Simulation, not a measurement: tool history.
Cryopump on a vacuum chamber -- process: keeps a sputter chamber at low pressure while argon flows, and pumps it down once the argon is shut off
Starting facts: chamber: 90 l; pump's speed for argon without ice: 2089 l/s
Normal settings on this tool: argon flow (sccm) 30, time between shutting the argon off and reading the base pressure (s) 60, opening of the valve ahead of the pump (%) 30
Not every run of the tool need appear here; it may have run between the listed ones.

run	hour	argon flow (sccm)	time between shutting the argon off and reading the base pressure (s)	opening of the valve ahead of the pump (%)	pressure while argon flows (Pa)	pressure after the wait (uPa)
1	0.0	30	60	30	0.0867	1.85
# hour 8.1: pump warmed up, emptied and cooled again
2	26.3	30	60	30	0.0815	1.60
3	36.7	30	159	30	0.0823	1.04
4	56.9	30	159	30	0.0822	1.06
5	77.8	30	159	30	0.0819	1.09
6	93.1	30	159	30	0.0811	1.14
7	107.0	30	60	34	0.0717	1.64
8	122.6	30	60	34	0.0726	1.65
9	134.0	30	60	34	0.0723	1.63
10	144.5	30	60	34	0.0730	1.65
11	154.4	30	60	34	0.0730	1.66
12	166.2	30	60	34	0.0729	1.68
13	179.2	48	60	30	0.1319	1.68
14	199.0	48	60	30	0.1322	1.63
15	221.5	48	60	30	0.1323	1.70
16	238.1	13	124	24	0.0442	1.20
17	257.0	13	124	24	0.0442	1.27
18	279.2	54	60	29	0.1557	1.66
19	290.0	38	42	35	0.0907	2.00
20	307.9	38	42	35	0.0906	2.01
21	321.3	38	42	35	0.0921	2.07
22	338.1	37	42	47	0.0674	2.07
23	351.8	33	22	15	0.1797	3.07
24	367.6	33	22	15	0.1808	3.27
25	386.2	55	161	55	0.0867	1.26
26	407.7	18	28	55	0.0285	2.82
27	422.2	17	28	55	0.0267	2.67
28	432.5	30	92	50	0.0519	1.53
29	444.3	45	144	30	0.1284	1.35
30	458.9	56	294	30	0.1583	1.12

Selected run-to-run steps in pressure while argon flows (Pa), each split into two signed amounts: the part the tool would show with no hidden state at all (from settings, incoming material and random variation), and the remainder, which goes to the hidden state together with any gauge scatter not common to the measured and the hidden-state-free results:
The tool's hidden condition here consists of: pump's speed, % of a pump's without ice; cold plate's temperature, K; leak into the chamber, uPa l/s; drift of the gauge itself on working_pa, %; drift of the gauge itself on base_upa, %.
Run 1 -> 2: pump warmed up, emptied and cooled again. pressure while argon flows (Pa) -0.0052: hidden state -0.0058, all else +0.0006.
Run 17 -> 18: argon flow (sccm) 13 -> 54, time between shutting the argon off and reading the base pressure (s) 124 -> 60, opening of the valve ahead of the pump (%) 24 -> 29. pressure while argon flows (Pa) +0.1115: hidden state +0.0034, all else +0.1081.
Run 22 -> 23: argon flow (sccm) 37 -> 33, time between shutting the argon off and reading the base pressure (s) 42 -> 22, opening of the valve ahead of the pump (%) 47 -> 15. pressure while argon flows (Pa) +0.1123: hidden state -0.0002, all else +0.1125.
Run 24 -> 25: argon flow (sccm) 33 -> 55, time between shutting the argon off and reading the base pressure (s) 22 -> 161, opening of the valve ahead of the pump (%) 15 -> 55. pressure while argon flows (Pa) -0.0941: hidden state +0.0026, all else -0.0967.
Run 25 -> 26: argon flow (sccm) 55 -> 18, time between shutting the argon off and reading the base pressure (s) 161 -> 28. pressure while argon flows (Pa) -0.0582: hidden state -0.0040, all else -0.0542.
